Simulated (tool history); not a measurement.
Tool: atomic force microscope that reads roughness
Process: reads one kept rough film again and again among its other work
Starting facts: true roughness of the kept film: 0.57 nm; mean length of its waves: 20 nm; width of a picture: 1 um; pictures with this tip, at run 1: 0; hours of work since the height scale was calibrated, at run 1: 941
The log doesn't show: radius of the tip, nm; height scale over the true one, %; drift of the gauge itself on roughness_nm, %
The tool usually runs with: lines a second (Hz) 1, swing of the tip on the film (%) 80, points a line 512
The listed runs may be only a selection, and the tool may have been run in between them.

run,hour,lines a second (Hz),swing of the tip on the film (%),points a line,pictures with this tip,hours of work since the height scale was calibrated,roughness of the kept film (nm (root mean square))
1,0,1,80,512,0,941,0.497
2,58.1,1,80,512,99,977,0.497
# hour 81: new tip fitted
3,113,1,80,512,54,1012,0.496
# hour 162.1: new tip fitted
4,164.3,1,80,512,4,1044,0.492
5,197,1,80,512,59,1065,0.488
# hour 244: new tip fitted
6,255.3,1,80,512,19,1102,0.497
7,284.6,1,80,512,69,1120,0.492
# hour 323.3: new tip fitted
8,341.3,1,80,512,30,1156,0.495
9,367.7,1,80,512,75,1173,0.493
# hour 404: new tip fitted
10,415.5,1,80,262,20,1203,0.488
# hour 449.5: height scale calibrated on a step standard
11,462.3,1,80,512,98,8,0.491
# hour 486.1: new tip fitted
12,503.3,1,80,512,29,34,0.493
13,564,1,80,512,132,72,0.496
# hour 568.4: new tip fitted
14,617.3,1,75,327,83,106,0.496
# hour 652.4: new tip fitted
15,673.4,2.65,75,324,36,141,0.448
16,710.2,1,80,267,99,165,0.484
# hour 731.5: new tip fitted
17,740.9,1,80,267,16,184,0.488
18,794.2,1,80,267,107,218,0.479
# hour 812.4: new tip fitted
19,822.5,3.23,70,301,17,235,0.45
20,886.2,3.23,70,301,126,276,0.455
# hour 891.4: new tip fitted
21,915.8,3.23,70,301,41,294,0.46
# hour 971.8: new tip fitted
22,972.4,3.56,87,277,1,330,0.361
23,1020.6,2.3,87,367,83,360,0.413
# hour 1051.4: new tip fitted
24,1074.4,2.3,87,367,39,394,0.415
25,1124.8,2.3,87,367,124,426,0.412

4 options for the next run, each taken on its own from the tool as it stands now. Forecast them:
# hour 1131.2: new tip fitted
A,1163,0.9,80,521,54,450,?
# hour 1131.2: new tip fitted
B,1163,1.55,89,556,54,450,?
# hour 1131.2: new tip fitted
C,1163,1.06,81,814,54,450,?
# hour 1131.2: new tip fitted
D,1163,0.87,87,367,54,450,?

run,roughness of the kept film (nm (root mean square))
A,0.495
B,0.44
C,0.487
D,0.477
Without the tool's hidden state the same runs would have given:
run,roughness of the kept film (nm (root mean square))
A,0.496
B,0.441
C,0.488
D,0.478
